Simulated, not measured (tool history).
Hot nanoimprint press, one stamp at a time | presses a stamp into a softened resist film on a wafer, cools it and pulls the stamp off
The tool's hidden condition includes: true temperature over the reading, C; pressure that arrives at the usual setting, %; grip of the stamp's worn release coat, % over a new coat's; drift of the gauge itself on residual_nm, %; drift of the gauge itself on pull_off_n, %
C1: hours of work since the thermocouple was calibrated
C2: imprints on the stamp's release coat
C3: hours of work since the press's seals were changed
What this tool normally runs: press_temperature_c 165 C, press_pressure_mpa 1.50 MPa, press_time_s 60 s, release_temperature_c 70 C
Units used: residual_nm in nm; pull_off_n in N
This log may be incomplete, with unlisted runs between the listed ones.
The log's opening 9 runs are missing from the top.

run 10 day=5.471 | press_temperature_c=165 press_pressure_mpa=1.50 press_time_s=60 release_temperature_c=73 | C1=332 C2=1528 C3=175 | residual_nm=117.6 pull_off_n=268
run 11 day=5.962 | press_temperature_c=165 press_pressure_mpa=1.50 press_time_s=60 release_temperature_c=73 | C1=340 C2=1553 C3=183 | residual_nm=117.9 pull_off_n=267
run 12 day=6.821 | press_temperature_c=165 press_pressure_mpa=1.50 press_time_s=47 release_temperature_c=70 | C1=355 C2=1597 C3=198 | residual_nm=127.5 pull_off_n=263
run 13 day=7.500 | press_temperature_c=165 press_pressure_mpa=1.50 press_time_s=60 release_temperature_c=70 | C1=366 C2=1631 C3=209 | residual_nm=117.1 pull_off_n=275
-- day=8.042 plate thermocouple calibrated
run 14 day=8.233 | press_temperature_c=165 press_pressure_mpa=1.50 press_time_s=60 release_temperature_c=70 | C1=3 C2=1663 C3=220 | residual_nm=125.0 pull_off_n=283
run 15 day=8.854 | press_temperature_c=165 press_pressure_mpa=1.50 press_time_s=60 release_temperature_c=70 | C1=14 C2=1694 C3=230 | residual_nm=125.0 pull_off_n=279
run 16 day=9.492 | press_temperature_c=154 press_pressure_mpa=1.50 press_time_s=60 release_temperature_c=76 | C1=25 C2=1727 C3=241 | residual_nm=189.9 pull_off_n=273
run 17 day=10.121 | press_temperature_c=163 press_pressure_mpa=1.50 press_time_s=90 release_temperature_c=65 | C1=35 C2=1759 C3=252 | residual_nm=118.9 pull_off_n=284
run 18 day=10.646 | press_temperature_c=163 press_pressure_mpa=2.29 press_time_s=90 release_temperature_c=65 | C1=44 C2=1786 C3=260 | residual_nm=95.5 pull_off_n=297
-- day=11.412 stamp cleaned and given a new release coat
run 19 day=11.517 | press_temperature_c=165 press_pressure_mpa=1.50 press_time_s=57 release_temperature_c=70 | C1=55 C2=6 C3=271 | residual_nm=126.4 pull_off_n=214
run 20 day=12.025 | press_temperature_c=163 press_pressure_mpa=1.15 press_time_s=36 release_temperature_c=76 | C1=63 C2=32 C3=279 | residual_nm=174.2 pull_off_n=200
run 21 day=12.546 | press_temperature_c=168 press_pressure_mpa=1.05 press_time_s=46 release_temperature_c=56 | C1=72 C2=58 C3=288 | residual_nm=141.0 pull_off_n=229
run 22 day=13.283 | press_temperature_c=168 press_pressure_mpa=1.05 press_time_s=46 release_temperature_c=56 | C1=84 C2=96 C3=301 | residual_nm=140.7 pull_off_n=232
run 23 day=13.938 | press_temperature_c=168 press_pressure_mpa=1.05 press_time_s=46 release_temperature_c=56 | C1=95 C2=130 C3=312 | residual_nm=140.7 pull_off_n=238
run 24 day=14.329 | press_temperature_c=168 press_pressure_mpa=1.05 press_time_s=46 release_temperature_c=56 | C1=102 C2=150 C3=318 | residual_nm=140.3 pull_off_n=234
run 25 day=14.892 | press_temperature_c=166 press_pressure_mpa=1.05 press_time_s=51 release_temperature_c=56 | C1=111 C2=178 C3=328 | residual_nm=147.1 pull_off_n=241
run 26 day=15.708 | press_temperature_c=176 press_pressure_mpa=1.67 press_time_s=60 release_temperature_c=63 | C1=125 C2=220 C3=342 | residual_nm=71.5 pull_off_n=228
run 27 day=16.496 | press_temperature_c=160 press_pressure_mpa=1.67 press_time_s=90 release_temperature_c=71 | C1=139 C2=260 C3=355 | residual_nm=127.8 pull_off_n=216
run 28 day=17.254 | press_temperature_c=160 press_pressure_mpa=1.67 press_time_s=90 release_temperature_c=71 | C1=151 C2=299 C3=368 | residual_nm=127.4 pull_off_n=222
run 29 day=18.008 | press_temperature_c=169 press_pressure_mpa=1.02 press_time_s=69 release_temperature_c=76 | C1=164 C2=338 C3=381 | residual_nm=119.2 pull_off_n=218
run 30 day=18.867 | press_temperature_c=156 press_pressure_mpa=1.45 press_time_s=32 release_temperature_c=64 | C1=179 C2=382 C3=395 | residual_nm=201.8 pull_off_n=237

Predict each of these 4 candidate next runs independently; none follows another, all start after run 30:
run A day=19.671 | press_temperature_c=171 press_pressure_mpa=1.50 press_time_s=89 release_temperature_c=70 | C1=192 C2=423 C3=409 | residual_nm=? pull_off_n=?
run B day=19.671 | press_temperature_c=165 press_pressure_mpa=1.50 press_time_s=38 release_temperature_c=70 | C1=192 C2=423 C3=409 | residual_nm=? pull_off_n=?
run C day=19.671 | press_temperature_c=156 press_pressure_mpa=1.45 press_time_s=83 release_temperature_c=64 | C1=192 C2=423 C3=409 | residual_nm=? pull_off_n=?
run D day=19.671 | press_temperature_c=166 press_pressure_mpa=1.07 press_time_s=110 release_temperature_c=70 | C1=192 C2=423 C3=409 | residual_nm=? pull_off_n=?

run=A residual_nm=81.3 pull_off_n=219
run=B residual_nm=141.4 pull_off_n=228
run=C residual_nm=164.4 pull_off_n=241
run=D residual_nm=112.8 pull_off_n=228
With the hidden condition removed and each run's random variation left untouched, the same runs would have given:
run=A residual_nm=81.6 pull_off_n=203
run=B residual_nm=142.1 pull_off_n=212
run=C residual_nm=165.5 pull_off_n=224
run=D residual_nm=113.9 pull_off_n=212

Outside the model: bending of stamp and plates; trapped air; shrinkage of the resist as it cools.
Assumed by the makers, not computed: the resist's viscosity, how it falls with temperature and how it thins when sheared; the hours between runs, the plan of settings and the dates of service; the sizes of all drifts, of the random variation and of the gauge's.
